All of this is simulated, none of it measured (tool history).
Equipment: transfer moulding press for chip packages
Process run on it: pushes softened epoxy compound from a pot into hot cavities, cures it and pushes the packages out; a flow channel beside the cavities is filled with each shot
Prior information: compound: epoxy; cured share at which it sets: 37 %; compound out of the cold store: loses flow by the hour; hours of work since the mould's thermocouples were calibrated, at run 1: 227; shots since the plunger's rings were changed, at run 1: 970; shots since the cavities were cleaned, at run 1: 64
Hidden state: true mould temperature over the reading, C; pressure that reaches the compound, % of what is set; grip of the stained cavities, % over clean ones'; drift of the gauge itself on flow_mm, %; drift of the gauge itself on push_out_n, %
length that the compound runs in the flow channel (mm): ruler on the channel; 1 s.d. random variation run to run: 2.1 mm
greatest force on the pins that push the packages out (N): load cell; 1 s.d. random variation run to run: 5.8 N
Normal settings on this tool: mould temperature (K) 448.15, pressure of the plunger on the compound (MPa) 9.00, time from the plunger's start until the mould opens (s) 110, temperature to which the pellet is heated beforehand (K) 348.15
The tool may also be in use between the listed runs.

| run | hour | mould temperature (K) | pressure of the plunger on the compound (MPa) | time from the plunger's start until the mould opens (s) | temperature to which the pellet is heated beforehand (K) | hours of work since the mould's thermocouples were calibrated | shots since the plunger's rings were changed | shots since the cavities were cleaned | incoming compound's hours out of the cold store | length that the compound runs in the flow channel (mm) | greatest force on the pins that push the packages out (N) |
|---|---|---|---|---|---|---|---|---|---|---|---|
| 1 | 0.0 | 448.15 | 9.00 | 110 | 348.15 | 227 | 970 | 64 | 9.5 | 565 | 234 |
| 2 | 21.0 | 448.15 | 9.00 | 110 | 348.15 | 240 | 1187 | 281 | 16.3 | 550 | 277 |
| 3 | 44.6 | 448.15 | 9.00 | 110 | 348.15 | 255 | 1433 | 527 | 45.9 | 490 | 319 |
|  | 54.9 | cavities cleaned with cleaning compound and waxed |
| 4 | 60.2 | 448.15 | 9.00 | 110 | 348.15 | 263 | 1579 | 55 | 39.2 | 499 | 227 |
| 5 | 84.1 | 448.15 | 9.00 | 110 | 348.15 | 278 | 1826 | 302 | 9.3 | 563 | 298 |
| 6 | 94.1 | 448.15 | 9.00 | 110 | 348.15 | 284 | 1930 | 406 | 9.2 | 565 | 312 |
| 7 | 105.0 | 448.15 | 9.00 | 110 | 349.15 | 291 | 2043 | 519 | 19.8 | 539 | 308 |
|  | 116.5 | cavities cleaned with cleaning compound and waxed |
| 8 | 122.7 | 448.15 | 9.00 | 110 | 349.15 | 300 | 2211 | 64 | 33.1 | 508 | 232 |
| 9 | 136.1 | 442.15 | 9.00 | 110 | 348.15 | 309 | 2350 | 203 | 29.8 | 524 | 345 |
| 10 | 151.2 | 442.15 | 9.00 | 110 | 348.15 | 318 | 2507 | 360 | 20.8 | 543 | 409 |
| 11 | 174.3 | 448.15 | 9.00 | 110 | 348.15 | 332 | 2747 | 600 | 37.5 | 498 | 321 |
|  | 177.9 | cavities cleaned with cleaning compound and waxed |
| 12 | 187.5 | 448.15 | 9.00 | 102 | 348.15 | 339 | 2867 | 99 | 39.0 | 493 | 259 |
| 13 | 200.7 | 448.15 | 9.00 | 102 | 348.15 | 347 | 3004 | 236 | 20.5 | 532 | 311 |
| 14 | 219.8 | 448.15 | 9.00 | 112 | 345.15 | 359 | 3203 | 435 | 24.5 | 522 | 298 |
|  | 239.3 | cavities cleaned with cleaning compound and waxed |
| 15 | 245.1 | 448.15 | 9.00 | 112 | 345.15 | 373 | 3450 | 61 | 37.1 | 494 | 223 |
|  | 260.7 | mould's thermocouples calibrated |
| 16 | 270.3 | 448.15 | 7.01 | 110 | 348.15 | 6 | 3690 | 301 | 8.5 | 489 | 288 |
| 17 | 286.7 | 446.15 | 7.01 | 110 | 348.15 | 16 | 3861 | 472 | 32.1 | 446 | 322 |
|  | 302.8 | cavities cleaned with cleaning compound and waxed |
| 18 | 305.0 | 448.15 | 9.00 | 110 | 343.15 | 26 | 4034 | 22 | 38.5 | 488 | 215 |
| 19 | 324.6 | 448.15 | 7.92 | 110 | 350.15 | 38 | 4238 | 226 | 18.1 | 493 | 276 |
| 20 | 344.9 | 451.15 | 7.92 | 147 | 350.15 | 50 | 4448 | 436 | 32.2 | 463 | 281 |
|  | 364.0 | cavities cleaned with cleaning compound and waxed |
| 21 | 369.6 | 442.15 | 9.00 | 111 | 341.15 | 65 | 4688 | 57 | 23.1 | 527 | 300 |
|  | 374.1 | plunger's sealing rings changed |
| 22 | 382.2 | 448.15 | 10.87 | 110 | 348.15 | 71 | 85 | 163 | 31.5 | 574 | 250 |
| 23 | 403.9 | 450.15 | 7.57 | 128 | 354.15 | 84 | 309 | 387 | 36.6 | 462 | 275 |
| 24 | 416.2 | 450.15 | 7.57 | 128 | 354.15 | 91 | 437 | 515 | 24.9 | 485 | 282 |
|  | 426.5 | cavities cleaned with cleaning compound and waxed |
| 25 | 432.7 | 448.15 | 8.13 | 126 | 350.15 | 101 | 592 | 64 | 15.2 | 526 | 209 |

Below are 5 alternative next runs, each starting from the tool's condition after run 25. Predict each:
| A | 447.0 | 448.15 | 7.89 | 143 | 341.15 | 109 | 741 | 213 | 19.1 | ? | ? |
| B | 447.0 | 448.15 | 9.27 | 105 | 354.15 | 109 | 741 | 213 | 32.0 | ? | ? |
| C | 447.0 | 448.15 | 8.13 | 126 | 344.15 | 109 | 741 | 213 | 12.8 | ? | ? |
| D | 447.0 | 442.15 | 9.00 | 110 | 342.15 | 109 | 741 | 213 | 23.3 | ? | ? |
| E | 447.0 | 448.15 | 8.13 | 126 | 352.15 | 109 | 741 | 213 | 12.9 | ? | ? |

| run | length that the compound runs in the flow channel (mm) | greatest force on the pins that push the packages out (N) |
|---|---|---|
| A | 514 | 254 |
| B | 524 | 287 |
| C | 534 | 250 |
| D | 543 | 344 |
| E | 530 | 263 |
Without the tool's unlogged condition, the same runs would have read:
| run | length that the compound runs in the flow channel (mm) | greatest force on the pins that push the packages out (N) |
|---|---|---|
| A | 519 | 198 |
| B | 528 | 224 |
| C | 538 | 195 |
| D | 548 | 267 |
| E | 535 | 203 |
